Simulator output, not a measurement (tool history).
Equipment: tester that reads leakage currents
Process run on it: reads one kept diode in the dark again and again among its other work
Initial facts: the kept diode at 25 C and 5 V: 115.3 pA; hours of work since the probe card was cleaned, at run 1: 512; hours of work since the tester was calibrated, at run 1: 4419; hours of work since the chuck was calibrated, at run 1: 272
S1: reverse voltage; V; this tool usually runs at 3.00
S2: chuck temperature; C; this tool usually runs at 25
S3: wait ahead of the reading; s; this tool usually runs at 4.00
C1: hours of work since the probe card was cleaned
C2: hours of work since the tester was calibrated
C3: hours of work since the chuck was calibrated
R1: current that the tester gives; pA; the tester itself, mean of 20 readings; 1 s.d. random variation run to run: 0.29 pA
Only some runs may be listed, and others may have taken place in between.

run 1 hour=0.0 | S1=3.00 S2=25 S3=4.00 | C1=512 C2=4419 C3=272 | R1=95.74
run 2 hour=89.2 | S1=3.00 S2=25 S3=4.00 | C1=580 C2=4487 C3=340 | R1=96.25
run 3 hour=273.0 | S1=3.00 S2=25 S3=4.00 | C1=720 C2=4627 C3=480 | R1=97.80
run 4 hour=438.4 | S1=3.00 S2=25 S3=4.00 | C1=846 C2=4753 C3=606 | R1=98.35
run 5 hour=567.4 | S1=3.00 S2=25 S3=4.00 | C1=944 C2=4851 C3=704 | R1=99.88
run 6 hour=703.4 | S1=1.36 S2=25 S3=4.00 | C1=1047 C2=4954 C3=807 | R1=72.44
run 7 hour=822.0 | S1=1.36 S2=25 S3=4.00 | C1=1138 C2=5045 C3=898 | R1=72.90
run 8 hour=910.0 | S1=1.36 S2=25 S3=4.00 | C1=1205 C2=5112 C3=965 | R1=73.50
run 9 hour=1065.9 | S1=16.04 S2=25 S3=4.00 | C1=1323 C2=5230 C3=1083 | R1=206.01
run 10 hour=1176.4 | S1=3.00 S2=25 S3=4.00 | C1=1408 C2=5314 C3=1167 | R1=102.87
run 11 hour=1368.9 | S1=3.00 S2=25 S3=4.00 | C1=1554 C2=5461 C3=1314 | R1=104.75
-- hour=1405.8 tester calibrated
run 12 hour=1532.3 | S1=3.00 S2=25 S3=4.00 | C1=1677 C2=96 C3=1437 | R1=106.11
run 13 hour=1628.8 | S1=1.17 S2=25 S3=4.00 | C1=1750 C2=170 C3=1510 | R1=71.89
run 14 hour=1723.3 | S1=1.17 S2=25 S3=4.00 | C1=1822 C2=242 C3=1582 | R1=72.30
run 15 hour=1869.7 | S1=3.00 S2=25 S3=4.00 | C1=1934 C2=353 C3=1694 | R1=108.33
-- hour=1896.7 tester calibrated, once more
run 16 hour=1963.2 | S1=3.00 S2=50 S3=4.00 | C1=2004 C2=51 C3=1763 | R1=666.60
-- hour=2070.0 chuck's temperature calibrated
run 17 hour=2144.6 | S1=3.00 S2=50 S3=4.00 | C1=2140 C2=187 C3=57 | R1=613.04
run 18 hour=2291.6 | S1=5.90 S2=33 S3=1.57 | C1=2252 C2=299 C3=169 | R1=240.68
run 19 hour=2379.9 | S1=5.90 S2=33 S3=1.57 | C1=2319 C2=366 C3=236 | R1=240.75
run 20 hour=2510.4 | S1=5.90 S2=33 S3=1.57 | C1=2419 C2=466 C3=335 | R1=242.87
run 21 hour=2718.7 | S1=11.22 S2=28 S3=1.57 | C1=2577 C2=624 C3=494 | R1=220.57
run 22 hour=2816.2 | S1=1.36 S2=58 S3=3.91 | C1=2651 C2=699 C3=568 | R1=784.62
run 23 hour=2962.1 | S1=8.19 S2=58 S3=3.91 | C1=2763 C2=810 C3=679 | R1=1630.47
run 24 hour=3075.4 | S1=3.80 S2=51 S3=1.39 | C1=2849 C2=896 C3=766 | R1=752.78
-- hour=3277.1 probe card cleaned and baked
run 25 hour=3283.6 | S1=3.80 S2=51 S3=1.39 | C1=5 C2=1052 C3=922 | R1=756.57
run 26 hour=3472.5 | S1=1.34 S2=31 S3=7.89 | C1=149 C2=1196 C3=1066 | R1=117.27
run 27 hour=3670.2 | S1=5.18 S2=25 S3=5.34 | C1=299 C2=1347 C3=1216 | R1=129.44
run 28 hour=3871.1 | S1=4.56 S2=40 S3=5.34 | C1=452 C2=1499 C3=1369 | R1=388.26
run 29 hour=4039.8 | S1=4.56 S2=51 S3=5.34 | C1=581 C2=1628 C3=1497 | R1=843.83
run 30 hour=4212.9 | S1=2.16 S2=58 S3=5.34 | C1=712 C2=1760 C3=1629 | R1=1005.62
run 31 hour=4410.3 | S1=3.00 S2=49 S3=2.03 | C1=863 C2=1910 C3=1780 | R1=637.82
-- hour=4498.2 chuck's temperature calibrated
run 32 hour=4607.2 | S1=3.00 S2=41 S3=0.41 | C1=1011 C2=2058 C3=83 | R1=325.58
run 33 hour=4766.0 | S1=3.00 S2=41 S3=0.41 | C1=1132 C2=2179 C3=204 | R1=329.42

The logged runs with the hidden state left out (each run's random variation unchanged):
Hidden conditions of the tool in this case: stray current of the dirty probe card, pA a volt; current scale over the true one, %; true chuck temperature over the reading, C; drift of the gauge itself on leakage_pa, %.
run=1 R1=93.25
run=2 R1=93.29
run=3 R1=93.80
run=4 R1=93.44
run=5 R1=94.10
run=6 R1=67.85
run=7 R1=67.81
run=8 R1=68.00
run=9 R1=185.80
run=10 R1=93.41
run=11 R1=94.08
run=12 R1=93.98
run=13 R1=63.55
run=14 R1=63.54
run=15 R1=94.05
run=16 R1=600.73
run=17 R1=603.44
run=18 R1=232.61
run=19 R1=231.47
run=20 R1=231.97
run=21 R1=205.04
run=22 R1=751.51
run=23 R1=1548.39
run=24 R1=709.76
run=25 R1=708.57
run=26 R1=107.79
run=27 R1=117.15
run=28 R1=351.37
run=29 R1=762.42
run=30 R1=905.09
run=31 R1=564.60
run=32 R1=320.51
run=33 R1=321.57

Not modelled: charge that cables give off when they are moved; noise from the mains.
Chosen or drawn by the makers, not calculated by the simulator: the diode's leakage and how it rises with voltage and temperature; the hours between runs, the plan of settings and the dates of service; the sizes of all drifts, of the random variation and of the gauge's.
